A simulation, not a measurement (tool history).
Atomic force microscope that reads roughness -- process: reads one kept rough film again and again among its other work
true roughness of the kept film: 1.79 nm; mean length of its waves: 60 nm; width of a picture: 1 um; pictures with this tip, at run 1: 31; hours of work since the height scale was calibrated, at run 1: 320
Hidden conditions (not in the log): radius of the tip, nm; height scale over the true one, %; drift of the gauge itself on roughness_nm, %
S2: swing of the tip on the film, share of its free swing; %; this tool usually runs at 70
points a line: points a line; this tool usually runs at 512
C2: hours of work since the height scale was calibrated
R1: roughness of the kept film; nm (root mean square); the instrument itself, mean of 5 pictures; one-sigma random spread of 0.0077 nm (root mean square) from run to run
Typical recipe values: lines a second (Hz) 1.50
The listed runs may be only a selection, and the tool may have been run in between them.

Run 1, hour 0.0: usual settings; pictures with this tip 31; C2 320. Result: R1 1.670 nm (root mean square).
Run 2, hour 9.7: usual settings; pictures with this tip 37; C2 324. Result: R1 1.687 nm (root mean square).
Run 3, hour 28.7: usual settings; pictures with this tip 50; C2 332. Result: R1 1.669 nm (root mean square).
Run 4, hour 39.2: usual settings; pictures with this tip 56; C2 336. Result: R1 1.655 nm (root mean square).
Run 5, hour 56.8: usual settings; pictures with this tip 68; C2 343. Result: R1 1.645 nm (root mean square).
Run 6, hour 65.1: usual settings but lines a second (Hz) 0.87; pictures with this tip 73; C2 347. Result: R1 1.662 nm (root mean square).
Run 7, hour 78.5: usual settings but lines a second (Hz) 1.34; pictures with this tip 82; C2 352. Result: R1 1.646 nm (root mean square).
Run 8, hour 95.2: usual settings but lines a second (Hz) 1.34; pictures with this tip 92; C2 359. Result: R1 1.633 nm (root mean square).
Run 9, hour 105.1: usual settings but S2 80 %; pictures with this tip 99; C2 363. Result: R1 1.592 nm (root mean square).
Run 10, hour 121.8: usual settings but S2 80 %; pictures with this tip 109; C2 370. Result: R1 1.581 nm (root mean square).
Run 11, hour 133.2: usual settings but S2 80 %; pictures with this tip 117; C2 375. Result: R1 1.588 nm (root mean square).
Run 12, hour 149.1: usual settings but S2 80 %; pictures with this tip 127; C2 381. Result: R1 1.572 nm (root mean square).
Run 13, hour 157.1: usual settings but S2 80 %; pictures with this tip 132; C2 385. Result: R1 1.587 nm (root mean square).
Run 14, hour 168.4: usual settings but S2 80 %; pictures with this tip 139; C2 389. Result: R1 1.569 nm (root mean square).
Run 15, hour 177.3: usual settings but S2 80 %; pictures with this tip 145; C2 393. Result: R1 1.572 nm (root mean square).
At hour 179.2: new tip fitted.
Run 16, hour 191.5: usual settings but S2 89 %; pictures with this tip 8; C2 399. Result: R1 1.628 nm (root mean square).
Run 17, hour 201.4: usual settings but S2 89 %; pictures with this tip 14; C2 403. Result: R1 1.636 nm (root mean square).
Run 18, hour 217.1: usual settings but S2 89 %; pictures with this tip 24; C2 409. Result: R1 1.610 nm (root mean square).
Run 19, hour 226.1: usual settings; pictures with this tip 30; C2 413. Result: R1 1.681 nm (root mean square).
Run 20, hour 245.0: usual settings; pictures with this tip 42; C2 421. Result: R1 1.672 nm (root mean square).
Run 21, hour 258.2: usual settings; pictures with this tip 51; C2 426. Result: R1 1.670 nm (root mean square).
Run 22, hour 276.3: usual settings but lines a second (Hz) 0.87; pictures with this tip 63; C2 433. Result: R1 1.679 nm (root mean square).
Run 23, hour 295.7: usual settings but lines a second (Hz) 0.87; pictures with this tip 75; C2 441. Result: R1 1.665 nm (root mean square).
Run 24, hour 310.2: usual settings but lines a second (Hz) 0.87; pictures with this tip 84; C2 447. Result: R1 1.645 nm (root mean square).
Run 25, hour 325.0: usual settings but lines a second (Hz) 0.87; pictures with this tip 94; C2 454. Result: R1 1.638 nm (root mean square).
Run 26, hour 333.1: usual settings but S2 88 %; pictures with this tip 99; C2 457. Result: R1 1.576 nm (root mean square).
Run 27, hour 348.9: usual settings but S2 88 %; pictures with this tip 109; C2 463. Result: R1 1.566 nm (root mean square).
Run 28, hour 364.0: usual settings but S2 72 %, points a line 710; pictures with this tip 119; C2 470. Result: R1 1.590 nm (root mean square).
Run 29, hour 374.4: usual settings but lines a second (Hz) 1.42, S2 85 %, points a line 339; pictures with this tip 126; C2 474. Result: R1 1.571 nm (root mean square).
Run 30, hour 386.3: usual settings but lines a second (Hz) 1.42, S2 85 %, points a line 339; pictures with this tip 133; C2 479. Result: R1 1.552 nm (root mean square).
Run 31, hour 398.1: usual settings but lines a second (Hz) 3.71, S2 85 %, points a line 339; pictures with this tip 141; C2 484. Result: R1 1.449 nm (root mean square).
At hour 406.9: new tip fitted.
Run 32, hour 414.7: usual settings but lines a second (Hz) 0.95; pictures with this tip 5; C2 490. Result: R1 1.727 nm (root mean square).
Run 33, hour 433.1: usual settings but lines a second (Hz) 0.95; pictures with this tip 17; C2 498. Result: R1 1.721 nm (root mean square).
Run 34, hour 447.3: usual settings but lines a second (Hz) 0.95, S2 64 %; pictures with this tip 26; C2 504. Result: R1 1.706 nm (root mean square).
Run 35, hour 459.1: usual settings but lines a second (Hz) 3.88, points a line 271; pictures with this tip 34; C2 509. Result: R1 1.619 nm (root mean square).
Run 36, hour 472.5: usual settings but lines a second (Hz) 1.32, S2 72 %, points a line 833; pictures with this tip 43; C2 514. Result: R1 1.664 nm (root mean square).
Run 37, hour 480.7: usual settings but lines a second (Hz) 1.32, S2 72 %, points a line 833; pictures with this tip 48; C2 517. Result: R1 1.677 nm (root mean square).
Run 38, hour 492.1: usual settings but lines a second (Hz) 1.32, S2 72 %, points a line 833; pictures with this tip 55; C2 522. Result: R1 1.676 nm (root mean square).
Run 39, hour 506.0: usual settings but lines a second (Hz) 1.32, S2 72 %, points a line 833; pictures with this tip 64; C2 528. Result: R1 1.667 nm (root mean square).
Run 40, hour 519.2: usual settings but lines a second (Hz) 1.32, S2 72 %, points a line 833; pictures with this tip 73; C2 533. Result: R1 1.654 nm (root mean square).
Run 41, hour 538.4: usual settings but lines a second (Hz) 1.32, S2 72 %, points a line 833; pictures with this tip 85; C2 541. Result: R1 1.646 nm (root mean square).
Run 42, hour 546.6: usual settings but lines a second (Hz) 1.26, S2 63 %, points a line 833; pictures with this tip 90; C2 545. Result: R1 1.656 nm (root mean square).
Run 43, hour 555.3: usual settings but lines a second (Hz) 1.26, S2 88 %, points a line 833; pictures with this tip 96; C2 548. Result: R1 1.590 nm (root mean square).
Run 44, hour 571.7: usual settings but lines a second (Hz) 1.26, S2 88 %, points a line 833; pictures with this tip 106; C2 555. Result: R1 1.603 nm (root mean square).

Expected results for the next run?
Run 45, hour 581.4: usual settings but lines a second (Hz) 1.26, S2 72 %, points a line 742; pictures with this tip 113; C2 559. Result: R1 ?.

Run 45 came out at R1 1.626 nm (root mean square).
With the hidden condition absent and the run-to-run variation left alone, this run would have shown R1 1.717 nm (root mean square).
